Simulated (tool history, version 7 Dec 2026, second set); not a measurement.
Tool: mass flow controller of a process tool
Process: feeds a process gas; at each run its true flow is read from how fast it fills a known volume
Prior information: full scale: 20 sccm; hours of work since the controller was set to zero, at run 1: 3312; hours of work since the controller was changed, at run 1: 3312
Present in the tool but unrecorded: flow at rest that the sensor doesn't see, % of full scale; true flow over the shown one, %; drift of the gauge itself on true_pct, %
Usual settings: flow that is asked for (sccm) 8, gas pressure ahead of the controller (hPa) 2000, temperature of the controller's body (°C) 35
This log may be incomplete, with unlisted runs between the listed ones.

run	hour	flow that is asked for (sccm)	gas pressure ahead of the controller (hPa)	temperature of the controller's body (°C)	hours of work since the controller was set to zero	hours of work since the controller was changed	true flow (%)
1	0	8	2000	35	3312	3312	99.34
2	117.5	8	2000	35	3399	3399	99.4
3	200.6	8	2000	35	3461	3461	99.39
4	293.3	8	2000	35	3530	3530	99.34
5	410.7	8	2000	35	3617	3617	99.31
6	510.9	8	2000	35	3692	3692	99.37
7	605.6	8	2000	35	3762	3762	99.34
8	668.2	8	2000	35	3809	3809	99.38
9	767.9	8	2000	35	3883	3883	99.34
10	883.2	8	2000	35	3968	3968	99.33
11	968	2	2000	35	4031	4031	100.86
12	1040.4	8	2000	35	4085	4085	99.39
13	1096.9	8	2000	35	4127	4127	99.54
# hour 1106.9: controller's zero set anew
14	1204.6	8	2000	35	73	4207	99.84
15	1318	8	2000	29	157	4291	99.67
16	1422.6	8	1930	38	234	4369	99.8
# hour 1508.7: controller's zero set anew, once more
17	1530.2	6	1590	38	16	4448	98.23
18	1656	10	2620	20	109	4542	98.89
19	1767.5	10	2620	20	192	4625	98.91
20	1901.8	5	1860	23	292	4724	97.93
21	2024.3	12	1940	35	383	4815	98.92
22	2152	12	1940	26	478	4910	98.8
23	2258.7	13	1470	26	557	4989	98.39
24	2392.3	5	2080	23	656	5089	98.19
25	2463.3	6	2080	23	709	5141	98.35
26	2593.8	11	1650	25	806	5238	98.5
27	2714.5	11	1650	25	896	5328	98.31
28	2776.4	11	1650	25	942	5374	98.42

Branching from run 28: 4 alternative next runs. What would each branch give?
A	2859.1	7	1770	25	1003	5435	?
B	2859.1	3	2380	37	1003	5435	?
C	2859.1	11	1650	23	1003	5435	?
D	2859.1	3	1540	24	1003	5435	?

run	true flow (%)
A	98.07
B	98.8
C	98.22
D	98.01
With the hidden condition removed and each run's random variation left untouched, the same runs would have given:
run	true flow (%)
A	98.51
B	98.94
C	98.74
D	98.16
